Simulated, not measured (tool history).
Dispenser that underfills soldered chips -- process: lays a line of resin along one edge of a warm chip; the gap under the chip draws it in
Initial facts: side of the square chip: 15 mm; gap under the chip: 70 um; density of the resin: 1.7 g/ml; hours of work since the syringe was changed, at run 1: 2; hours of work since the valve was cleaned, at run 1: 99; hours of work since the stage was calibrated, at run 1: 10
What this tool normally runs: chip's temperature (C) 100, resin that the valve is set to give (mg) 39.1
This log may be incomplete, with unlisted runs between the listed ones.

run,hour,chip's temperature (C),resin that the valve is set to give (mg),hours of work since the syringe was changed,hours of work since the valve was cleaned,hours of work since the stage was calibrated,time until the resin shows at the far edge (s),resin that the valve gave (mg)
1,0.0,100,39.1,2,99,10,64.7,35.86
2,6.2,100,39.1,6,104,14,75.0,35.71
# hour 7.4: new syringe of resin
3,10.4,100,34.9,2,107,17,67.8,31.84
# hour 17.3: new syringe of resin
4,17.6,110,39.1,0,112,23,46.6,35.54
5,24.5,110,39.1,6,118,28,54.9,35.39
# hour 27.1: new syringe of resin
6,32.5,110,39.1,4,123,34,52.7,34.98
# hour 36.8: new syringe of resin
7,40.3,110,39.1,3,129,40,51.4,34.92
# hour 41.8: dispensing valve cleaned and set on the balance
# hour 47.9: new syringe of resin
8,47.9,111,43.8,0,4,44,44.2,43.28
9,54.0,111,43.8,5,9,49,52.5,43.51
# hour 58.0: new syringe of resin
10,60.4,96,38.0,2,14,54,69.0,37.41
11,67.3,94,49.7,7,19,59,87.3,48.48
# hour 68.1: new syringe of resin
12,75.4,92,41.4,6,25,65,85.9,40.55
# hour 78.3: new syringe of resin
13,82.9,106,49.6,4,30,70,57.3,48.29
# hour 88.1: new syringe of resin
14,91.0,87,49.3,2,36,76,88.2,48.05

Alternative continuations, all from the tool just after run 14; predict every row:
A,94.4,108,49.3,5,39,79,?,?
B,94.4,89,34.2,5,39,79,?,?
C,94.4,96,39.1,5,39,79,?,?
D,94.4,101,42.0,5,39,79,?,?
E,94.4,98,35.3,5,39,79,?,?

run,time until the resin shows at the far edge (s),resin that the valve gave (mg)
A,56.2,47.56
B,97.1,33.01
C,77.7,37.68
D,67.7,40.66
E,76.9,34.21
Take away the tool's hidden state, keep each run's random variation, and the runs would have read:
run,time until the resin shows at the far edge (s),resin that the valve gave (mg)
A,47.6,49.21
B,81.8,34.16
C,65.8,38.98
D,57.4,42.06
E,64.9,35.39

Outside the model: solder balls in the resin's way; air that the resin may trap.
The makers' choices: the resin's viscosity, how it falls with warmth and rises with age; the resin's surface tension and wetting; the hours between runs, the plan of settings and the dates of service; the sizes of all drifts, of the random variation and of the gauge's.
